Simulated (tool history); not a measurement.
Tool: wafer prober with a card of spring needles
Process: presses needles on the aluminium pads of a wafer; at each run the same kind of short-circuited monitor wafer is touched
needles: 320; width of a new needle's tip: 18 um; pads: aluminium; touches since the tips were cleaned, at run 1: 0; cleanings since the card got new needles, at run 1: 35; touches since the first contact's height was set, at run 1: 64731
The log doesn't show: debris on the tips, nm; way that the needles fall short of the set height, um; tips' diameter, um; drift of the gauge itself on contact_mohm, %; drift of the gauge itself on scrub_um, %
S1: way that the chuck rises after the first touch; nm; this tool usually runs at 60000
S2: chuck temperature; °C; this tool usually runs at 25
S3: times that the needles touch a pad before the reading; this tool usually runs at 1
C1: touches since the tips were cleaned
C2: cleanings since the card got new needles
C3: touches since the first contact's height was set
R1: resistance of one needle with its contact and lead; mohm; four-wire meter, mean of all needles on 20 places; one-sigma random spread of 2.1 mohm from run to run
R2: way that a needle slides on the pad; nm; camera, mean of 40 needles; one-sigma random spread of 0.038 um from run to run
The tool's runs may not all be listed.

| run | hour | S1 | S2 | S3 | C1 | C2 | C3 | R1 | R2 |
|---|---|---|---|---|---|---|---|---|---|
| 1 | 0 | 60000 | 25 | 1 | 0 | 35 | 64731 | 226 | 13580 |
| 2 | 13.3 | 60000 | 25 | 1 | 2641 | 35 | 67372 | 226 | 13660 |
|  | 32.2 | tips cleaned on abrasive film |
| 3 | 41.3 | 60000 | 25 | 1 | 1783 | 36 | 72875 | 226 | 13650 |
| 4 | 56.6 | 60000 | 95 | 1 | 4811 | 36 | 75903 | 245 | 13660 |
|  | 64.8 | tips cleaned on abrasive film |
| 5 | 78.6 | 60000 | 95 | 1 | 2726 | 37 | 80236 | 245 | 13710 |
|  | 96 | tips cleaned on abrasive film |
| 6 | 108.7 | 60000 | 95 | 2 | 2520 | 38 | 86185 | 247 | 13690 |
|  | 128.5 | tips cleaned on abrasive film |
| 7 | 138.2 | 60000 | 25 | 1 | 1927 | 39 | 92001 | 225 | 13610 |
| 8 | 152 | 60000 | 25 | 1 | 4652 | 39 | 94726 | 229 | 13650 |
|  | 160.3 | tips cleaned on abrasive film |
| 9 | 179.9 | 60000 | 25 | 1 | 3890 | 40 | 100232 | 227 | 13620 |
|  | 193.2 | tips cleaned on abrasive film |
| 10 | 199.2 | 60000 | 25 | 1 | 1178 | 41 | 104028 | 227 | 13650 |
|  | 225.3 | tips cleaned on abrasive film |
| 11 | 229.4 | 51000 | 25 | 1 | 810 | 42 | 109987 | 231 | 11670 |
| 12 | 250.5 | 50000 | 73 | 1 | 4972 | 42 | 114149 | 242 | 11470 |
|  | 257.3 | tips cleaned on abrasive film |
| 13 | 275.2 | 66000 | 73 | 1 | 3549 | 43 | 119024 | 237 | 15050 |
|  | 289.2 | tips cleaned on abrasive film |
| 14 | 292.1 | 76000 | 73 | 1 | 576 | 44 | 122354 | 236 | 17360 |
| 15 | 311.3 | 66000 | 39 | 1 | 4370 | 44 | 126148 | 231 | 14960 |
|  | 321 | tips cleaned on abrasive film |
| 16 | 330.5 | 66000 | 39 | 1 | 1881 | 45 | 129935 | 229 | 15000 |
|  | 352.6 | tips cleaned on abrasive film |
| 17 | 361.9 | 53000 | 109 | 1 | 1834 | 46 | 136123 | 248 | 12110 |
|  | 385.5 | tips cleaned on abrasive film |
| 18 | 392.4 | 65000 | 41 | 1 | 1363 | 47 | 142135 | 230 | 14860 |
|  | 418.6 | tips cleaned on abrasive film |
| 19 | 420.8 | 65000 | 41 | 1 | 432 | 48 | 147733 | 228 | 14840 |

Each row is a separate what-if for the run after 19, all from the same tool condition, not one after another. Results?
| A | 434.5 | 60000 | 32 | 1 | 3141 | 48 | 150442 | ? | ? |
| B | 434.5 | 59000 | 46 | 2 | 3141 | 48 | 150442 | ? | ? |
| C | 434.5 | 65000 | 41 | 2 | 3141 | 48 | 150442 | ? | ? |

| run | R1 | R2 |
|---|---|---|
| A | 227 | 13660 |
| B | 231 | 13410 |
| C | 228 | 14740 |
With no hidden state in the tool, these same runs would have given:
| run | R1 | R2 |
|---|---|---|
| A | 227 | 13670 |
| B | 231 | 13410 |
| C | 227 | 14740 |
